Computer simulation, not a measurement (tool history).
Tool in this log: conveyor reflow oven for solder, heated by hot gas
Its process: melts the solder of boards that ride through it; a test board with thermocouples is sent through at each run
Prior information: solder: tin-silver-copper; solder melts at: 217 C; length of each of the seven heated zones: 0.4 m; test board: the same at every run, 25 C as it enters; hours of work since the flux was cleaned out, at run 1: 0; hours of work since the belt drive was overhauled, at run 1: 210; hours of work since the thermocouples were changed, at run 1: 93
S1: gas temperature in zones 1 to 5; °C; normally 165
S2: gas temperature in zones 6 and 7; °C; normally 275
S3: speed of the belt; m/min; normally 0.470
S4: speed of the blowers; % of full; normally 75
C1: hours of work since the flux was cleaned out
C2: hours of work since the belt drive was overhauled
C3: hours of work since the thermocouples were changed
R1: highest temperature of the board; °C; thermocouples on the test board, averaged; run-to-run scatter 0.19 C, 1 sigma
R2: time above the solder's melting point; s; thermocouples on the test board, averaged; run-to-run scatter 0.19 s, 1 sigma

{"run": 1, "hour": 0.0, "S1": 165, "S2": 275, "S3": 0.47, "S4": 75, "C1": 0, "C2": 210, "C3": 93, "R1": 255.4, "R2": 74.9}
{"run": 2, "hour": 8.6, "S1": 165, "S2": 275, "S3": 0.47, "S4": 75, "C1": 6, "C2": 216, "C3": 99, "R1": 255.3, "R2": 74.5}
{"run": 3, "hour": 17.7, "S1": 165, "S2": 275, "S3": 0.525, "S4": 75, "C1": 12, "C2": 223, "C3": 106, "R1": 251.2, "R2": 62.0}
{"run": 4, "hour": 22.0, "S1": 165, "S2": 275, "S3": 0.47, "S4": 75, "C1": 16, "C2": 226, "C3": 109, "R1": 255.1, "R2": 74.5}
{"run": 5, "hour": 28.3, "S1": 175, "S2": 275, "S3": 0.47, "S4": 75, "C1": 20, "C2": 230, "C3": 113, "R1": 257.3, "R2": 80.3}
{"run": 6, "hour": 35.4, "S1": 175, "S2": 280, "S3": 0.47, "S4": 75, "C1": 25, "C2": 235, "C3": 118, "R1": 261.3, "R2": 83.4}
{"run": 7, "hour": 42.5, "S1": 172, "S2": 280, "S3": 0.47, "S4": 75, "C1": 30, "C2": 240, "C3": 123, "R1": 261.2, "R2": 82.3}
{"run": 8, "hour": 47.4, "S1": 172, "S2": 280, "S3": 0.47, "S4": 75, "C1": 33, "C2": 244, "C3": 127, "R1": 261.0, "R2": 82.6}
{"run": 9, "hour": 54.5, "S1": 165, "S2": 280, "S3": 0.47, "S4": 75, "C1": 38, "C2": 249, "C3": 132, "R1": 259.6, "R2": 78.0}
{"run": 10, "hour": 61.6, "S1": 165, "S2": 280, "S3": 0.47, "S4": 75, "C1": 43, "C2": 254, "C3": 137, "R1": 259.6, "R2": 78.2}
{"run": 11, "hour": 67.9, "S1": 165, "S2": 273, "S3": 0.47, "S4": 75, "C1": 48, "C2": 258, "C3": 141, "R1": 254.1, "R2": 72.8}
{"run": 12, "hour": 76.3, "S1": 165, "S2": 275, "S3": 0.541, "S4": 75, "C1": 54, "C2": 264, "C3": 147, "R1": 249.9, "R2": 58.8}
{"run": 13, "hour": 86.3, "S1": 165, "S2": 275, "S3": 0.47, "S4": 75, "C1": 61, "C2": 271, "C3": 154, "R1": 255.6, "R2": 74.6}
{"run": 14, "hour": 96.0, "S1": 165, "S2": 275, "S3": 0.47, "S4": 75, "C1": 68, "C2": 278, "C3": 161, "R1": 255.2, "R2": 74.5}
{"run": 15, "hour": 103.5, "S1": 165, "S2": 275, "S3": 0.47, "S4": 75, "C1": 73, "C2": 283, "C3": 166, "R1": 255.5, "R2": 74.9}
{"run": 16, "hour": 108.8, "S1": 165, "S2": 275, "S3": 0.47, "S4": 75, "C1": 77, "C2": 287, "C3": 170, "R1": 255.5, "R2": 74.3}
{"run": 17, "hour": 114.2, "S1": 165, "S2": 274, "S3": 0.47, "S4": 52, "C1": 81, "C2": 291, "C3": 174, "R1": 246.4, "R2": 62.5}
{"run": 18, "hour": 119.7, "S1": 165, "S2": 271, "S3": 0.47, "S4": 55, "C1": 85, "C2": 295, "C3": 178, "R1": 245.1, "R2": 61.6}
{"run": 19, "hour": 126.6, "S1": 165, "S2": 285, "S3": 0.52, "S4": 58, "C1": 89, "C2": 300, "C3": 183, "R1": 253.1, "R2": 62.9}
{"run": 20, "hour": 133.1, "S1": 165, "S2": 285, "S3": 0.52, "S4": 58, "C1": 94, "C2": 304, "C3": 187, "R1": 253.3, "R2": 63.0}
{"run": 21, "hour": 142.8, "S1": 165, "S2": 275, "S3": 0.438, "S4": 84, "C1": 101, "C2": 311, "C3": 194, "R1": 260.1, "R2": 85.3}
{"run": 22, "hour": 147.2, "S1": 165, "S2": 275, "S3": 0.438, "S4": 84, "C1": 104, "C2": 314, "C3": 197, "R1": 260.2, "R2": 85.5}
{"run": 23, "hour": 156.3, "S1": 158, "S2": 275, "S3": 0.478, "S4": 52, "C1": 110, "C2": 321, "C3": 204, "R1": 244.6, "R2": 56.5}
{"run": 24, "hour": 162.9, "S1": 153, "S2": 275, "S3": 0.39, "S4": 75, "C1": 115, "C2": 325, "C3": 208, "R1": 260.5, "R2": 91.4}
{"run": 25, "hour": 168.7, "S1": 152, "S2": 275, "S3": 0.525, "S4": 75, "C1": 119, "C2": 329, "C3": 212, "R1": 248.7, "R2": 55.0}
{"run": 26, "hour": 175.6, "S1": 169, "S2": 275, "S3": 0.533, "S4": 75, "C1": 124, "C2": 334, "C3": 217, "R1": 251.5, "R2": 62.6}
{"run": 27, "hour": 181.0, "S1": 169, "S2": 275, "S3": 0.533, "S4": 75, "C1": 128, "C2": 338, "C3": 221, "R1": 251.2, "R2": 62.6}
{"run": 28, "hour": 190.0, "S1": 161, "S2": 275, "S3": 0.384, "S4": 75, "C1": 134, "C2": 344, "C3": 227, "R1": 261.4, "R2": 97.9}
{"run": 29, "hour": 195.1, "S1": 161, "S2": 284, "S3": 0.384, "S4": 75, "C1": 138, "C2": 348, "C3": 231, "R1": 269.6, "R2": 104.5}
{"run": 30, "hour": 201.5, "S1": 165, "S2": 275, "S3": 0.409, "S4": 75, "C1": 142, "C2": 352, "C3": 235, "R1": 260.1, "R2": 91.3}
{"run": 31, "hour": 207.1, "S1": 165, "S2": 275, "S3": 0.391, "S4": 78, "C1": 146, "C2": 356, "C3": 239, "R1": 262.3, "R2": 98.2}

Alternative continuations, all from the tool just after run 31; predict every row:
{"run": "A", "hour": 213.7, "S1": 178, "S2": 275, "S3": 0.391, "S4": 78, "C1": 151, "C2": 361, "C3": 244, "R1": "?", "R2": "?"}
{"run": "B", "hour": 213.7, "S1": 165, "S2": 280, "S3": 0.51, "S4": 78, "C1": 151, "C2": 361, "C3": 244, "R1": "?", "R2": "?"}
{"run": "C", "hour": 213.7, "S1": 156, "S2": 280, "S3": 0.47, "S4": 75, "C1": 151, "C2": 361, "C3": 244, "R1": "?", "R2": "?"}

run=A R1=263.7 R2=106.0
run=B R1=257.2 R2=70.0
run=C R1=258.2 R2=73.5
With the hidden condition removed and each run's random variation left untouched, the same runs would have given:
run=A R1=263.7 R2=106.1
run=B R1=257.2 R2=70.0
run=C R1=258.2 R2=73.5
